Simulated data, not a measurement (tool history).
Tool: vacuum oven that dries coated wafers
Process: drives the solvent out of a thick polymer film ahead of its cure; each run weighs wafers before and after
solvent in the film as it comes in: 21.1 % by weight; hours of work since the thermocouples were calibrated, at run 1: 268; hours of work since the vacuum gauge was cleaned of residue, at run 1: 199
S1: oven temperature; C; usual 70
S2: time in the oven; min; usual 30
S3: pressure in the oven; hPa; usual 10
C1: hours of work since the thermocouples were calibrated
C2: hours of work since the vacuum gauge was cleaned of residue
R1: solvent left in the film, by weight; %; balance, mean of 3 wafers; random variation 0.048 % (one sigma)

run   hour  S1  S2    S3   C1   C2     R1
  1      0  70  30    10  268  199    4.2
  2   14.5  70  40    10  277  208   2.82
  3   29.7  70  53    10  286  217   1.74
  4   40.5  70  53    10  292  223    1.8
  5   49.7  70  53    10  298  229   1.77
  6   63.8  77  53    10  306  237   0.97
  7   76.9  70  23    10  314  245   5.85
  8   96.6  70  30    10  326  257   4.14
     100.1  -- oven's thermocouples calibrated
  9  119.2  60  18  10.8   11  269  10.03
 10  135.3  73  30  34.5   21  279   4.56
 11  148.2  65  49    10   29  287   2.98
     166.6  -- oven's thermocouples calibrated, once more
 12  171.2  70  43    10    3  299   2.62
 13  185.5  70  43    10   11  308   2.64
 14  195.1  64  30    10   17  314   6.05
 15  212.8  79  29    10   28  324    2.5

The same runs without the tool's hidden state, with the same run-to-run variation:
The hidden state here: true wafer temperature over the reading, C; true pressure over the reading, kPa; drift of the gauge itself on solvent_pct, %.
run     R1
  1   4.29
  2   2.88
  3   1.77
  4   1.83
  5    1.8
  6   0.97
  7   5.96
  8   4.23
  9  10.22
 10   4.75
 11   3.11
 12   2.53
 13   2.55
 14   5.94
 15   2.44
